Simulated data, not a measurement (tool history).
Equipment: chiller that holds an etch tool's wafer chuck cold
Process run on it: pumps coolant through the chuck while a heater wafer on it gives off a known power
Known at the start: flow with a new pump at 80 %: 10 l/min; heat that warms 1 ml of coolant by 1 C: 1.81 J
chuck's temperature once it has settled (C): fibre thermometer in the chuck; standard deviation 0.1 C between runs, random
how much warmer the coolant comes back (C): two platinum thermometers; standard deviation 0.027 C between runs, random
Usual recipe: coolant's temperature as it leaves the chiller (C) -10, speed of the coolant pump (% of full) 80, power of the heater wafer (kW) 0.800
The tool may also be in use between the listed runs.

| run | hour | coolant's temperature as it leaves the chiller (C) | speed of the coolant pump (% of full) | power of the heater wafer (kW) | chuck's temperature once it has settled (C) | how much warmer the coolant comes back (C) |
|---|---|---|---|---|---|---|
| 1 | 0.0 | -10 | 80 | 0.800 | -1.3 | 2.62 |
| 2 | 48.3 | -10 | 80 | 0.800 | -1.3 | 2.70 |
| 3 | 109.7 | -10 | 80 | 0.800 | -1.3 | 2.67 |
| 4 | 150.4 | -10 | 80 | 0.800 | -1.4 | 2.63 |
| 5 | 180.4 | -10 | 80 | 0.800 | -1.4 | 2.70 |
| 6 | 214.6 | -10 | 80 | 0.800 | -1.4 | 2.67 |
| 7 | 275.2 | -10 | 80 | 0.800 | -1.4 | 2.63 |
| 8 | 329.0 | -3 | 62 | 0.667 | 5.7 | 2.89 |
| 9 | 394.8 | -15 | 65 | 1.109 | -1.0 | 4.62 |
| 10 | 458.3 | -10 | 88 | 0.660 | -3.2 | 1.99 |

Consider 3 possible next runs. They are alternatives, not a sequence: every one starts from the tool as it was left by run 10. What does each give?
| A | 518.7 | -10 | 89 | 0.660 | ? | ? |
| B | 518.7 | -10 | 80 | 0.548 | ? | ? |
| C | 518.7 | -10 | 78 | 0.660 | ? | ? |

| run | chuck's temperature once it has settled (C) | how much warmer the coolant comes back (C) |
|---|---|---|
| A | -3.2 | 1.94 |
| B | -4.0 | 1.83 |
| C | -2.6 | 2.23 |
The same runs, with their run-to-run variation unchanged, on a tool lacking any hidden condition would have given:
| run | chuck's temperature once it has settled (C) | how much warmer the coolant comes back (C) |
|---|---|---|
| A | -3.2 | 1.94 |
| B | -4.0 | 1.83 |
| C | -2.7 | 2.23 |

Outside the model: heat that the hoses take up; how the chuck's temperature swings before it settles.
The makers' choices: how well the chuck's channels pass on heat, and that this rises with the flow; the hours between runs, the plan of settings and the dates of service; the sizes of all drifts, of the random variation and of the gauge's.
